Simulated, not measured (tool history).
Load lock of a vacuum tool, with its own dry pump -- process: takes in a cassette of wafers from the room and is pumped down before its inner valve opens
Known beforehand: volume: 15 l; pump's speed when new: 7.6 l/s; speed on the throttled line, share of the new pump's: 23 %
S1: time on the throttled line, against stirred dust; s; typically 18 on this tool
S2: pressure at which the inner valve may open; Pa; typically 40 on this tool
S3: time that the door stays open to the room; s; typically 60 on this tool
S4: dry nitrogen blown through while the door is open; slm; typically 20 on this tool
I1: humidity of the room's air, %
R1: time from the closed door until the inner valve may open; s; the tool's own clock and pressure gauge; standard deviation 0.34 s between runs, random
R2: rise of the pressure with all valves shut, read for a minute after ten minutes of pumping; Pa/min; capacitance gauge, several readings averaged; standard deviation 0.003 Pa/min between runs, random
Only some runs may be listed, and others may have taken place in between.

run 1 hour=0 | S1=18 S2=40 S3=60 S4=20 | I1=45.3 | R1=29.3 R2=0.035
run 2 hour=282.3 | S1=18 S2=40 S3=60 S4=20 | I1=44.7 | R1=29.7 R2=0.034
run 3 hour=533.4 | S1=18 S2=40 S3=60 S4=20 | I1=42.9 | R1=30.2 R2=0.036
run 4 hour=745.3 | S1=18 S2=40 S3=60 S4=20 | I1=46.5 | R1=30.1 R2=0.041
run 5 hour=1002.5 | S1=18 S2=40 S3=60 S4=20 | I1=42 | R1=29 R2=0.038
run 6 hour=1212.2 | S1=18 S2=40 S3=60 S4=20 | I1=46.3 | R1=29.1 R2=0.038
run 7 hour=1601.6 | S1=18 S2=40 S3=60 S4=20 | I1=46.1 | R1=29.4 R2=0.039
run 8 hour=1804.3 | S1=18 S2=40 S3=60 S4=20 | I1=49.1 | R1=29.3 R2=0.039
run 9 hour=2177.5 | S1=18 S2=71 S3=60 S4=20 | I1=41.1 | R1=28.3 R2=0.038
run 10 hour=2535 | S1=18 S2=71 S3=60 S4=20 | I1=48.4 | R1=27.7 R2=0.043
run 11 hour=2710.6 | S1=18 S2=71 S3=60 S4=20 | I1=45.4 | R1=28.4 R2=0.037
run 12 hour=3111.4 | S1=18 S2=71 S3=60 S4=20 | I1=41.8 | R1=28.1 R2=0.043
run 13 hour=3360.5 | S1=18 S2=71 S3=60 S4=20 | I1=46.3 | R1=27.9 R2=0.04
run 14 hour=3540.3 | S1=18 S2=71 S3=60 S4=20 | I1=42 | R1=28.1 R2=0.034
run 15 hour=3931 | S1=18 S2=71 S3=60 S4=20 | I1=44.3 | R1=27.8 R2=0.042
run 16 hour=4158.9 | S1=18 S2=71 S3=60 S4=20 | I1=46.1 | R1=28 R2=0.038
run 17 hour=4435.1 | S1=18 S2=71 S3=60 S4=20 | I1=43.8 | R1=28.2 R2=0.041
run 18 hour=4660.3 | S1=18 S2=40 S3=54 S4=20 | I1=48.1 | R1=29.8 R2=0.04
run 19 hour=5050.8 | S1=11 S2=40 S3=60 S4=16 | I1=46.3 | R1=24.1 R2=0.046
run 20 hour=5233.8 | S1=11 S2=40 S3=60 S4=16 | I1=47.6 | R1=23.7 R2=0.042
run 21 hour=5574.7 | S1=21 S2=68 S3=60 S4=16 | I1=49.2 | R1=30 R2=0.044
run 22 hour=5867.8 | S1=21 S2=68 S3=60 S4=16 | I1=44.7 | R1=30.9 R2=0.039
run 23 hour=6150.2 | S1=21 S2=68 S3=60 S4=16 | I1=47.5 | R1=30.3 R2=0.045
-- hour=6434.5 dry pump taken out, an overhauled one fitted
run 24 hour=6434.5 | S1=10 S2=68 S3=60 S4=16 | I1=44.3 | R1=22.5 R2=0.043

What does the tool deliver on the next run?
run 25 hour=6622.2 | S1=18 S2=62 S3=60 S4=22 | I1=50.3 | R1=? R2=?

{"run 25": {"R1": 28.5, "R2": 0.041}}
Minus the tool's unlogged condition, the same run would have read R1 28.5 s, R2 0.041 Pa/min.
